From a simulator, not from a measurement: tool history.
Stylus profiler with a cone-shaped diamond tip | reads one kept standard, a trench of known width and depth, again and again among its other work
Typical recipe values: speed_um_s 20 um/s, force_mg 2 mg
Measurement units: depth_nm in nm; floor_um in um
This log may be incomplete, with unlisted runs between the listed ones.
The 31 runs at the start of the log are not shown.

run   hour  speed_um_s  force_mg  scans with this tip  hours of work since the height scale was calibrated  depth_nm  floor_um
 32    602          60      2.35                 5934                                                   65   1005.46     42.69
 33  627.3          18      0.76                 6141                                                   82   1000.62     42.83
 34  646.3          18      0.76                 6297                                                   94   1000.71     42.77
     659.7  -- height scale calibrated on a step standard, once more
 35  669.5          18      0.76                 6483                                                    6   1003.75      42.8
 36  682.1          18      1.01                 6586                                                   15   1004.46     42.77
 37  699.9           9      3.21                 6731                                                   27   1010.81     42.86
 38  723.3           9      3.21                 6924                                                   42   1010.49     42.83
 39  741.4          12      1.21                 7072                                                   54   1005.55     42.69
 40  762.1          75      0.93                 7241                                                   68   1004.51     42.11
 41  785.8          75      0.93                 7435                                                   83   1004.26     42.04
 42  797.2          12      3.17                 7528                                                   91   1009.82     42.71
 43  821.9          41      4.02                 7730                                                  107   1011.55     42.57
 44  835.1          31      3.24                 7839                                                  116   1010.41     42.61
 45  860.2          12       0.7                 8045                                                  132   1003.39     42.59

Consider 4 possible next runs. They are alternatives, not a sequence: every one starts from the tool as it was left by run 45. What does each give?
  A  878.6          27      3.63                 8195                                                  145         ?         ?
  B  878.6           9      1.39                 8195                                                  145         ?         ?
  C  878.6          42      2.03                 8195                                                  145         ?         ?
  D  878.6          20      0.76                 8195                                                  145         ?         ?

run  depth_nm  floor_um
  A   1010.67     42.55
  B   1005.43      42.6
  C   1007.38      42.4
  D   1003.78     42.47
Without the tool's unlogged condition, the same runs would have read:
run  depth_nm  floor_um
  A   1011.28     43.88
  B   1006.03     43.93
  C   1007.98     43.73
  D   1004.38     43.79

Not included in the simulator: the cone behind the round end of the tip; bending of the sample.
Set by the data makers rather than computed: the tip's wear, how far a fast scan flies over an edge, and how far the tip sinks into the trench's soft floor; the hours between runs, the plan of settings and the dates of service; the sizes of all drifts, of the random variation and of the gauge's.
